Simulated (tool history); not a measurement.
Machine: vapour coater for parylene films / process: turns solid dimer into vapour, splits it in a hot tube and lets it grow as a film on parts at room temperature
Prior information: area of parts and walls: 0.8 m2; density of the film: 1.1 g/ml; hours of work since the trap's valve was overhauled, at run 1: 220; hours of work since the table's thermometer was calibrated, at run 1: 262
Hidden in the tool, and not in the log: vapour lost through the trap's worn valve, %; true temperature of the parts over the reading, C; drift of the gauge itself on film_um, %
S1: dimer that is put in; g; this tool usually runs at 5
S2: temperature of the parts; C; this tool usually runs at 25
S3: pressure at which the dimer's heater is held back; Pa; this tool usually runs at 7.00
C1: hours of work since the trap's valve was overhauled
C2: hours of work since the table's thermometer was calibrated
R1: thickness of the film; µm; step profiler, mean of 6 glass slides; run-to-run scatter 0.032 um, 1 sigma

run 1 hour=0.0 | S1=5 S2=25 S3=7.00 | C1=220 C2=262 | R1=2.96
run 2 hour=13.6 | S1=5 S2=25 S3=7.00 | C1=229 C2=271 | R1=2.88
run 3 hour=31.6 | S1=5 S2=25 S3=7.00 | C1=241 C2=283 | R1=2.90
run 4 hour=46.8 | S1=5 S2=25 S3=3.55 | C1=251 C2=293 | R1=3.08
run 5 hour=60.1 | S1=5 S2=17 S3=7.00 | C1=260 C2=302 | R1=3.82
-- hour=79.0 trap's valve overhauled
run 6 hour=80.7 | S1=5 S2=31 S3=7.00 | C1=1 C2=313 | R1=2.49
run 7 hour=96.0 | S1=5 S2=22 S3=7.00 | C1=11 C2=323 | R1=3.51
run 8 hour=115.2 | S1=6 S2=25 S3=7.00 | C1=24 C2=335 | R1=3.60
run 9 hour=128.6 | S1=6 S2=25 S3=7.00 | C1=33 C2=344 | R1=3.70
run 10 hour=140.3 | S1=4 S2=25 S3=7.00 | C1=40 C2=352 | R1=2.45
run 11 hour=148.6 | S1=2 S2=25 S3=7.00 | C1=46 C2=357 | R1=1.27
run 12 hour=157.6 | S1=5 S2=25 S3=7.00 | C1=52 C2=363 | R1=3.02
run 13 hour=167.5 | S1=5 S2=25 S3=7.00 | C1=58 C2=370 | R1=3.04
run 14 hour=184.7 | S1=5 S2=25 S3=7.00 | C1=70 C2=381 | R1=3.01
run 15 hour=195.7 | S1=5 S2=25 S3=7.00 | C1=77 C2=389 | R1=3.03
run 16 hour=211.4 | S1=3 S2=27 S3=7.00 | C1=87 C2=399 | R1=1.65
run 17 hour=228.1 | S1=8 S2=26 S3=10.31 | C1=98 C2=410 | R1=4.41
run 18 hour=243.5 | S1=3 S2=23 S3=7.91 | C1=109 C2=420 | R1=1.90
-- hour=245.6 table's thermometer calibrated
run 19 hour=261.9 | S1=3 S2=23 S3=7.91 | C1=120 C2=11 | R1=1.90
run 20 hour=276.2 | S1=2 S2=19 S3=11.31 | C1=130 C2=20 | R1=1.39
run 21 hour=285.7 | S1=2 S2=33 S3=5.35 | C1=136 C2=26 | R1=0.89
-- hour=291.0 table's thermometer calibrated, once more
run 22 hour=297.8 | S1=2 S2=28 S3=8.37 | C1=143 C2=4 | R1=1.07
run 23 hour=317.4 | S1=6 S2=27 S3=5.55 | C1=156 C2=17 | R1=3.42

Run 24 is up next; what results do you expect?
run 24 hour=336.4 | S1=3 S2=18 S3=2.89 | C1=169 C2=30 | R1=?

Logged for run 24: R1 2.58 µm.
With no hidden state in the tool, this same run would have given R1 2.73 µm.
